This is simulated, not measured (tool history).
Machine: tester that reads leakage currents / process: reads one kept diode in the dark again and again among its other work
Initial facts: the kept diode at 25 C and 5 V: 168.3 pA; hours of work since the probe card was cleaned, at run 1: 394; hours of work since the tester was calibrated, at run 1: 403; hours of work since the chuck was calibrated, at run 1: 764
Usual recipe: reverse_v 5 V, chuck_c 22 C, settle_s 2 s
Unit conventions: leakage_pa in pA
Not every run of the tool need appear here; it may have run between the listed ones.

| run | hour | reverse_v | chuck_c | settle_s | hours of work since the probe card was cleaned | hours of work since the tester was calibrated | hours of work since the chuck was calibrated | leakage_pa |
|---|---|---|---|---|---|---|---|---|
| 1 | 0 | 5 | 22 | 2 | 394 | 403 | 764 | 131.9 |
| 2 | 57.4 | 5 | 22 | 2 | 422 | 431 | 792 | 132.45 |
| 3 | 99.4 | 5 | 22 | 2 | 443 | 452 | 813 | 131.73 |
| 4 | 138.3 | 5 | 22 | 4.19 | 462 | 471 | 832 | 131.65 |
| 5 | 168 | 5 | 32 | 2 | 477 | 485 | 846 | 296.52 |
| 6 | 227.8 | 5 | 22 | 0.48 | 506 | 515 | 876 | 134.66 |
| 7 | 283.8 | 5 | 22 | 0.48 | 533 | 542 | 903 | 133.99 |
| 8 | 314.8 | 5 | 22 | 0.48 | 549 | 557 | 918 | 133.75 |

Estimate the outcome of run 9 from the log above:
| 9 | 365.8 | 3.12 | 55 | 4.83 | 574 | 582 | 943 | ? |

Run 9 gave leakage_pa 1199.51 pA.
With no hidden state in the tool, this same run would have given leakage_pa 1198.87 pA.
